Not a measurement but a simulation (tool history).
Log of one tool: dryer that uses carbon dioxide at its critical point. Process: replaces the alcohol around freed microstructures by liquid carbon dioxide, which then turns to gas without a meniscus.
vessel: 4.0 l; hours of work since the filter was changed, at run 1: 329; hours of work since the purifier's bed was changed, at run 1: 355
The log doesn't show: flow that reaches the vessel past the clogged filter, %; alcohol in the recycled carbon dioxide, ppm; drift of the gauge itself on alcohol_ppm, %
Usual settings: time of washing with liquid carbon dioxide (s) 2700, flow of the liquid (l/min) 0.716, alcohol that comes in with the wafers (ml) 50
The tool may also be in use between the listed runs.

run,hour,time of washing with liquid carbon dioxide (s),flow of the liquid (l/min),alcohol that comes in with the wafers (ml),hours of work since the filter was changed,hours of work since the purifier's bed was changed,alcohol left in the vessel before it's heated (ppm by volume)
1,0,2700,0.716,50,329,355,51
2,24.8,2700,0.716,50,346,372,57
3,50.1,2700,0.716,50,364,390,61
4,86.5,2700,0.716,50,389,415,59
5,106.9,2700,0.716,50,404,430,65
6,133.4,2700,0.716,26,422,448,60
# hour 153.1: inlet filter changed
7,164.8,1920,0.716,50,8,470,140
8,196.1,1920,0.716,50,30,492,141
9,230.4,1920,0.716,50,54,516,149
10,247.2,1920,0.716,50,66,528,147
11,266.5,2700,0.716,88,80,541,71
12,295.4,2760,0.716,88,100,561,78
13,319.9,2760,0.716,88,117,579,76
14,345.6,2760,0.716,88,135,597,84
15,372.1,2700,0.56,50,154,615,125
16,402.2,2880,0.716,50,175,637,73
17,433.1,2640,0.716,104,197,658,100
18,462.7,2640,0.664,38,218,679,90
19,486.2,2940,0.716,50,234,696,78
20,521.1,1980,0.576,44,259,720,295
21,552.1,2100,0.599,60,280,742,295
22,582.7,1800,0.599,60,302,763,470
23,598.4,1800,0.522,60,313,774,711
24,630.9,2700,0.513,50,336,797,204
25,648,2700,1.012,34,348,809,89
26,669.5,2700,0.586,50,363,824,146
27,685.3,2700,1.009,23,374,836,81
28,712.5,2700,0.525,67,393,855,237
29,730.2,2700,0.525,67,406,867,244
30,750.9,1860,0.716,22,420,882,151
# hour 775.4: inlet filter changed
31,778,1860,0.716,22,2,900,126

3 ways to go on from here, each from the tool as it stands after run 31. What would each give?
A,804.3,1980,1.097,24,20,918,?
B,804.3,3780,0.524,67,20,918,?
C,804.3,4200,0.716,26,20,918,?

run,alcohol left in the vessel before it's heated (ppm by volume)
A,80
B,105
C,85
Without the tool's hidden state the same runs would have given:
run,alcohol left in the vessel before it's heated (ppm by volume)
A,0
B,21
C,3
